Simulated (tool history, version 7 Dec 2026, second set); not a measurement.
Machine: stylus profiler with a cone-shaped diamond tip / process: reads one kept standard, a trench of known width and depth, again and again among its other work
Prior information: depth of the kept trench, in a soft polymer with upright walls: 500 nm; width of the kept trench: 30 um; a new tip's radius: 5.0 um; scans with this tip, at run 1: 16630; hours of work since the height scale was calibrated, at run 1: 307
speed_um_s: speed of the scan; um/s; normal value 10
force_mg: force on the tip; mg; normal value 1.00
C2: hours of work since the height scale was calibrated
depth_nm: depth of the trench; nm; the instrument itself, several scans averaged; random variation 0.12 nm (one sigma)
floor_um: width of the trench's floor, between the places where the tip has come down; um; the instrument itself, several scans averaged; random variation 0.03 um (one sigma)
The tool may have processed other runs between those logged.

run 1 day=0.000 | speed_um_s=10 force_mg=1.00 | scans_with_this_tip=16630 C2=307 | depth_nm=502.57 floor_um=23.00
run 2 day=2.162 | speed_um_s=10 force_mg=1.00 | scans_with_this_tip=17054 C2=338 | depth_nm=502.75 floor_um=23.02
run 3 day=4.292 | speed_um_s=10 force_mg=1.00 | scans_with_this_tip=17472 C2=369 | depth_nm=502.59 floor_um=22.92
run 4 day=5.333 | speed_um_s=10 force_mg=1.41 | scans_with_this_tip=17677 C2=383 | depth_nm=503.41 floor_um=22.90
run 5 day=7.346 | speed_um_s=34 force_mg=1.00 | scans_with_this_tip=18072 C2=412 | depth_nm=502.51 floor_um=22.61
run 6 day=8.933 | speed_um_s=37 force_mg=1.00 | scans_with_this_tip=18384 C2=435 | depth_nm=502.45 floor_um=22.55
run 7 day=10.662 | speed_um_s=37 force_mg=1.00 | scans_with_this_tip=18723 C2=460 | depth_nm=502.42 floor_um=22.53
run 8 day=12.758 | speed_um_s=37 force_mg=1.00 | scans_with_this_tip=19135 C2=489 | depth_nm=502.46 floor_um=22.51
run 9 day=13.733 | speed_um_s=37 force_mg=1.00 | scans_with_this_tip=19326 C2=503 | depth_nm=502.35 floor_um=22.44
run 10 day=15.204 | speed_um_s=10 force_mg=1.00 | scans_with_this_tip=19615 C2=524 | depth_nm=502.24 floor_um=22.64
run 11 day=17.483 | speed_um_s=2 force_mg=1.00 | scans_with_this_tip=20062 C2=557 | depth_nm=502.28 floor_um=22.69
run 12 day=19.129 | speed_um_s=2 force_mg=1.00 | scans_with_this_tip=20385 C2=580 | depth_nm=502.08 floor_um=22.59
run 13 day=20.083 | speed_um_s=2 force_mg=1.00 | scans_with_this_tip=20572 C2=594 | depth_nm=502.45 floor_um=22.63
run 14 day=22.204 | speed_um_s=2 force_mg=1.00 | scans_with_this_tip=20989 C2=624 | depth_nm=502.25 floor_um=22.56
run 15 day=23.971 | speed_um_s=10 force_mg=1.08 | scans_with_this_tip=21335 C2=649 | depth_nm=502.17 floor_um=22.47
run 16 day=25.038 | speed_um_s=10 force_mg=1.08 | scans_with_this_tip=21545 C2=665 | depth_nm=502.21 floor_um=22.46
run 17 day=26.446 | speed_um_s=17 force_mg=1.08 | scans_with_this_tip=21821 C2=685 | depth_nm=502.13 floor_um=22.33
run 18 day=27.575 | speed_um_s=17 force_mg=0.60 | scans_with_this_tip=22043 C2=701 | depth_nm=500.85 floor_um=22.30
run 19 day=28.633 | speed_um_s=17 force_mg=0.60 | scans_with_this_tip=22251 C2=716 | depth_nm=500.87 floor_um=22.28
run 20 day=29.721 | speed_um_s=10 force_mg=2.16 | scans_with_this_tip=22464 C2=732 | depth_nm=504.38 floor_um=22.37
run 21 day=30.779 | speed_um_s=10 force_mg=0.40 | scans_with_this_tip=22672 C2=747 | depth_nm=500.18 floor_um=22.20
run 22 day=32.112 | speed_um_s=10 force_mg=0.40 | scans_with_this_tip=22933 C2=766 | depth_nm=500.21 floor_um=22.26
run 23 day=33.312 | speed_um_s=10 force_mg=0.40 | scans_with_this_tip=23169 C2=783 | depth_nm=500.12 floor_um=22.21
run 24 day=35.096 | speed_um_s=3 force_mg=2.54 | scans_with_this_tip=23519 C2=808 | depth_nm=504.79 floor_um=22.37
run 25 day=36.358 | speed_um_s=8 force_mg=0.37 | scans_with_this_tip=23767 C2=826 | depth_nm=499.93 floor_um=22.13
run 26 day=37.292 | speed_um_s=2 force_mg=0.46 | scans_with_this_tip=23950 C2=840 | depth_nm=500.02 floor_um=22.20
-- day=38.179 height scale calibrated on a step standard
run 27 day=39.588 | speed_um_s=4 force_mg=0.99 | scans_with_this_tip=24397 C2=20 | depth_nm=503.31 floor_um=22.14
run 28 day=41.133 | speed_um_s=7 force_mg=0.99 | scans_with_this_tip=24700 C2=42 | depth_nm=503.16 floor_um=22.10
run 29 day=43.183 | speed_um_s=26 force_mg=1.85 | scans_with_this_tip=25102 C2=71 | depth_nm=505.06 floor_um=21.95
run 30 day=44.362 | speed_um_s=39 force_mg=1.11 | scans_with_this_tip=25333 C2=88 | depth_nm=503.49 floor_um=21.78
run 31 day=45.596 | speed_um_s=6 force_mg=1.14 | scans_with_this_tip=25576 C2=106 | depth_nm=503.49 floor_um=21.96
run 32 day=47.262 | speed_um_s=6 force_mg=1.14 | scans_with_this_tip=25903 C2=130 | depth_nm=503.58 floor_um=21.95
run 33 day=49.162 | speed_um_s=6 force_mg=1.14 | scans_with_this_tip=26276 C2=157 | depth_nm=503.56 floor_um=21.96
run 34 day=50.550 | speed_um_s=3 force_mg=0.59 | scans_with_this_tip=26548 C2=177 | depth_nm=501.98 floor_um=21.95
run 35 day=52.217 | speed_um_s=11 force_mg=2.55 | scans_with_this_tip=26875 C2=200 | depth_nm=506.20 floor_um=21.91
-- day=52.900 new tip fitted, height scale calibrated
run 36 day=54.250 | speed_um_s=3 force_mg=2.31 | scans_with_this_tip=265 C2=19 | depth_nm=506.27 floor_um=25.49
run 37 day=55.842 | speed_um_s=15 force_mg=1.85 | scans_with_this_tip=577 C2=42 | depth_nm=505.37 floor_um=25.38
run 38 day=56.900 | speed_um_s=15 force_mg=1.85 | scans_with_this_tip=785 C2=57 | depth_nm=505.45 floor_um=25.34
run 39 day=59.058 | speed_um_s=3 force_mg=0.41 | scans_with_this_tip=1209 C2=88 | depth_nm=501.57 floor_um=25.26
run 40 day=60.379 | speed_um_s=3 force_mg=1.27 | scans_with_this_tip=1468 C2=107 | depth_nm=504.06 floor_um=25.30
run 41 day=61.696 | speed_um_s=6 force_mg=2.46 | scans_with_this_tip=1726 C2=126 | depth_nm=506.26 floor_um=25.20
run 42 day=63.838 | speed_um_s=11 force_mg=0.47 | scans_with_this_tip=2147 C2=156 | depth_nm=501.96 floor_um=25.05
run 43 day=65.008 | speed_um_s=11 force_mg=0.47 | scans_with_this_tip=2377 C2=173 | depth_nm=501.55 floor_um=25.00
run 44 day=67.242 | speed_um_s=3 force_mg=0.57 | scans_with_this_tip=2816 C2=205 | depth_nm=501.92 floor_um=25.06
run 45 day=68.629 | speed_um_s=29 force_mg=1.51 | scans_with_this_tip=3087 C2=225 | depth_nm=504.33 floor_um=24.79

How would selected steps in depth_nm from run to run divide? Give the signed amount a tool lacking its hidden state would still show from settings, what came in and random variation, and the signed amount left for the hidden state, including any gauge scatter that is not in both of the compared results.
Hidden state at play: radius of the tip, um; height scale over the true one, %; drift of the gauge itself on depth_nm, %; drift of the gauge itself on floor_um, %.
Run 10 -> 11: speed_um_s 10 -> 2. depth_nm +0.04 nm: hidden state -0.07, all else +0.11.
Run 23 -> 24: speed_um_s 10 -> 3, force_mg 0.40 -> 2.54. depth_nm +4.67 nm: hidden state -0.07, all else +4.74.
Run 24 -> 25: speed_um_s 3 -> 8, force_mg 2.54 -> 0.37. depth_nm -4.86 nm: hidden state -0.02, all else -4.84.
Run 26 -> 27: speed_um_s 2 -> 4, force_mg 0.46 -> 0.99, height scale calibrated on a step standard. depth_nm +3.29 nm: hidden state +1.66, all else +1.63.
Run 35 -> 36: speed_um_s 11 -> 3, force_mg 2.55 -> 2.31, new tip fitted, height scale calibrated. depth_nm +0.07 nm: hidden state +0.48, all else -0.41.
Run 41 -> 42: speed_um_s 6 -> 11, force_mg 2.46 -> 0.47. depth_nm -4.30 nm: hidden state -0.05, all else -4.25.

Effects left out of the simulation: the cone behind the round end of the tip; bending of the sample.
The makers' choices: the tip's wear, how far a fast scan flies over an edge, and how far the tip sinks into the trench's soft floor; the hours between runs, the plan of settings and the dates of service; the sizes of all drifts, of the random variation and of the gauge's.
